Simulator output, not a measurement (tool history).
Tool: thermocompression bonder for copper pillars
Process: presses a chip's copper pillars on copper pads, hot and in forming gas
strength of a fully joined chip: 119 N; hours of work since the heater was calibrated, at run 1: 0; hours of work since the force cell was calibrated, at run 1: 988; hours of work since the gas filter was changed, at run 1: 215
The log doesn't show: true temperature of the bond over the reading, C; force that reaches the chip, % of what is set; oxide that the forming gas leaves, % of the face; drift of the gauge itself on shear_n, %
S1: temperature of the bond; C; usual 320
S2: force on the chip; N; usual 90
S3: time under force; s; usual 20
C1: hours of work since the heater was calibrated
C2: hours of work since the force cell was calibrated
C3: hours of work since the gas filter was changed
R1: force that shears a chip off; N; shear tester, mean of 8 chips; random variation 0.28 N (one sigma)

run,hour,S1,S2,S3,C1,C2,C3,R1
1,0.0,320,90,20,0,988,215,53.1
2,26.9,320,90,20,21,1009,236,52.6
3,62.3,320,90,20,49,1037,264,52.5
4,105.1,320,90,20,83,1071,298,51.9
5,128.3,320,90,20,102,1090,317,52.4
# hour 150.4: forming gas filter changed
6,153.3,320,90,20,121,1109,2,53.5
7,196.2,320,90,20,155,1143,36,52.6
8,236.6,320,75,20,187,1175,68,46.4
9,288.0,320,75,20,228,1216,109,45.9
10,332.6,320,75,20,263,1251,144,45.6
11,356.2,320,75,20,282,1269,163,45.0
12,398.6,320,112,20,315,1303,196,59.7
13,437.3,320,112,20,346,1334,227,59.7
14,460.2,320,90,20,364,1352,245,51.6
# hour 466.2: heater calibrated with a thermocouple chip
15,485.0,320,90,20,15,1370,263,50.7
16,510.8,320,91,20,35,1390,284,50.1
17,541.9,320,90,20,60,1415,308,50.6
# hour 571.6: forming gas filter changed
18,590.1,317,90,20,98,1453,15,49.4
19,626.5,320,90,20,126,1481,43,51.2
20,675.7,320,56,20,165,1520,82,36.2
21,726.9,317,96,41,206,1561,123,65.7
22,756.0,299,78,10,229,1584,146,24.2
# hour 771.1: heater calibrated with a thermocouple chip, once more
23,805.6,302,66,20,27,1622,184,32.6
24,829.1,320,90,10,46,1640,202,40.9
25,864.7,320,90,10,74,1668,230,40.5
26,916.3,320,90,10,115,1709,271,40.4
27,938.3,320,90,10,132,1727,289,40.5
28,980.8,301,90,31,166,1760,322,47.2
# hour 992.7: force cell calibrated
# hour 996.2: forming gas filter changed
29,1026.4,301,112,14,201,26,24,39.3
30,1055.0,320,60,20,223,49,47,37.9
31,1104.0,320,54,19,262,88,85,33.9
32,1150.3,320,54,19,299,124,122,33.7
33,1200.9,320,84,42,339,164,162,62.1
34,1238.0,298,83,46,368,194,191,46.6
35,1276.0,315,63,12,398,224,221,28.0
36,1302.6,315,63,12,419,245,242,28.4
37,1327.2,301,66,19,439,264,262,28.0
38,1371.1,306,102,15,473,299,297,38.8
39,1410.1,307,108,28,504,330,328,51.9

Measured less the same run without the tool's hidden state. The same run-to-run variation is in both; the gauge's scatter may not be:
run,R1
1,+0.4
2,+0.2
3,+0.0
4,-0.3
5,-0.4
6,+1.1
7,+0.7
8,+0.4
9,+0.1
10,-0.1
11,-0.3
12,-0.8
13,-1.2
14,-1.1
15,-1.6
16,-1.8
17,-1.9
18,-0.7
19,-0.8
20,-0.9
21,-1.9
22,-1.1
23,+1.2
24,+1.3
25,+1.0
26,+0.7
27,+0.6
28,+0.3
29,-0.9
30,-1.0
31,-1.2
32,-1.4
33,-2.6
34,-2.5
35,-1.8
36,-1.9
37,-2.0
38,-2.9
39,-3.9
